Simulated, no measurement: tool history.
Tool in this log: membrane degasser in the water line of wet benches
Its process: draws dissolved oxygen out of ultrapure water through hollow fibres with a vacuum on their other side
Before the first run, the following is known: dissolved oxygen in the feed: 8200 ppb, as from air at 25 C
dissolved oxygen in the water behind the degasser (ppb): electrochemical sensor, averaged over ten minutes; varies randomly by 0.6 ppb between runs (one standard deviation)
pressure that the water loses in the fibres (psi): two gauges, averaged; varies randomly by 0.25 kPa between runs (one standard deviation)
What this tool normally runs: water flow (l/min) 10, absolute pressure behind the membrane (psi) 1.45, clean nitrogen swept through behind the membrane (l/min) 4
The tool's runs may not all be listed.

run	hour	water flow (l/min)	absolute pressure behind the membrane (psi)	clean nitrogen swept through behind the membrane (l/min)	dissolved oxygen in the water behind the degasser (ppb)	pressure that the water loses in the fibres (psi)
1	0	10	1.45	4	59.9	10.704
2	96.3	10	1.45	4	59.7	10.692
3	225.7	10	1.45	4	58.7	10.726
4	429.3	10	1.45	4	60.8	10.728
5	580.2	10	1.04	4	44.5	10.701
6	681.2	10	1.45	10.49	34.5	10.815
7	828.9	10	1.45	10.49	35.8	10.802
8	1019.6	10	1.45	10.49	35.6	10.794
9	1179.9	7	1.45	4	34.8	7.591
10	1304.7	10	1.45	4	62.6	10.914
11	1417	10	1.45	4	61	10.872
12	1546.2	10	1.45	7.43	43.4	10.888
13	1652.5	10	1.45	4	62.3	10.898
14	1786.1	10	1.45	4	62.6	10.868
15	1950.9	10	1.45	4	63.6	10.914
16	2136.2	10	1.25	4	54.2	10.878
17	2273.3	9	1.45	4	52.5	9.87
18	2489.3	6	2.35	1.82	112.9	6.559
19	2688.5	11	1.45	11.38	46.7	12.003
20	2838	8	1.96	5.52	46.1	8.821
21	2938.6	12	1.71	3.49	117.6	13.22
22	3150.2	8	1.45	4	43.7	8.769
23	3352.4	8	0.88	4	23.8	8.863
# hour 3446: vacuum gauge calibrated
24	3578.2	8	2.12	2.28	109.2	8.83
25	3800.2	8	2.12	2.28	110.7	8.926
26	3975.1	8	2.12	4.95	55.5	8.982
27	4096.1	8	2.12	4.95	56.1	8.891
28	4201.8	15	1.02	4	126.5	16.748
29	4314.7	15	0.96	2.63	140.5	16.713

Each row is a separate what-if for the run after 29, all from the same tool condition, not one after another. Results?
A	4501.4	14	2.99	2.22	?	?
B	4501.4	14	0.96	1.91	?	?
C	4501.4	10	2.97	2.94	?	?

run	dissolved oxygen in the water behind the degasser (ppb)	pressure that the water loses in the fibres (psi)
A	331.5	15.69
B	138	15.628
C	171.6	11.156
With the hidden condition removed and each run's random variation left untouched, the same runs would have given:
run	dissolved oxygen in the water behind the degasser (ppb)	pressure that the water loses in the fibres (psi)
A	291.8	13.755
B	99.9	13.705
C	154.2	9.78

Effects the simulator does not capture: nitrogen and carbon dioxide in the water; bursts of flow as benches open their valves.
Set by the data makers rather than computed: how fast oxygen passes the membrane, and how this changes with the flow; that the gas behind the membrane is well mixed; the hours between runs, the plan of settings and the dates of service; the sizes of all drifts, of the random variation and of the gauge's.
